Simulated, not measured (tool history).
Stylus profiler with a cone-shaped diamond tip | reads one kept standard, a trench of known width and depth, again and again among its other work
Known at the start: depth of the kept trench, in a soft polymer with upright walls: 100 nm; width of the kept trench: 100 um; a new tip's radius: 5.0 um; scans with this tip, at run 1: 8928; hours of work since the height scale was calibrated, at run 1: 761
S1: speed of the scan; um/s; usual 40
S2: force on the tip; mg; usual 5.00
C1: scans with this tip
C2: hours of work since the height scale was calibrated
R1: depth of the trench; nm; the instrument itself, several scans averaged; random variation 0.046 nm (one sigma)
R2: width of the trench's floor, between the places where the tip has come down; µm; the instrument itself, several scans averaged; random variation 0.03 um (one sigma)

run	hour	S1	S2	C1	C2	R1	R2
1	0.0	40	5.00	8928	761	101.00	97.42
2	72.3	40	2.09	9531	813	100.63	97.25
3	147.5	13	5.00	10158	866	101.05	97.47
4	231.2	13	5.00	10856	926	100.99	97.37
5	309.1	13	5.00	11506	981	101.09	97.38
6	355.4	13	5.00	11893	1014	100.99	97.32
7	411.5	40	5.00	12360	1054	101.00	97.16
8	495.4	40	5.00	13060	1114	100.97	97.19
9	561.0	40	5.00	13608	1160	100.98	97.14
10	608.3	66	5.00	14002	1194	100.98	97.00
11	674.6	147	5.00	14555	1241	101.07	96.68
12	750.5	147	5.00	15188	1295	100.95	96.63
13	789.5	40	5.00	15513	1323	100.95	97.09
14	861.5	33	5.00	16114	1374	100.98	97.06
15	946.6	33	5.00	16824	1435	100.93	97.11
16	1035.4	33	5.00	17564	1498	100.95	97.05
17	1082.7	22	4.15	17959	1531	100.77	97.02
18	1164.8	22	4.15	18644	1590	100.77	97.04
19	1249.7	59	4.46	19352	1650	100.82	96.84
20	1298.0	76	5.28	19755	1685	101.01	96.75
21	1389.8	76	3.01	20521	1750	100.57	96.60
22	1476.5	83	5.37	21244	1812	100.92	96.72
23	1522.7	19	1.88	21629	1844	100.44	96.82
24	1601.9	21	10.71	22289	1901	101.55	96.95
25	1671.0	21	10.71	22866	1950	101.63	96.91
26	1742.5	45	3.04	23462	2001	100.50	96.68
27	1806.4	45	5.38	23996	2046	100.98	96.75
28	1854.2	45	5.38	24394	2080	100.91	96.71

Forecast each of these 3 alternatives for the next run:
A	1943.6	52	3.49	25140	2144	?	?
B	1943.6	133	2.65	25140	2144	?	?
C	1943.6	42	5.00	25140	2144	?	?

run	R1	R2
A	100.71	96.59
B	100.49	96.07
C	100.75	96.67
Without the tool's hidden state the same runs would have given:
run	R1	R2
A	100.95	97.70
B	100.73	97.18
C	100.98	97.79

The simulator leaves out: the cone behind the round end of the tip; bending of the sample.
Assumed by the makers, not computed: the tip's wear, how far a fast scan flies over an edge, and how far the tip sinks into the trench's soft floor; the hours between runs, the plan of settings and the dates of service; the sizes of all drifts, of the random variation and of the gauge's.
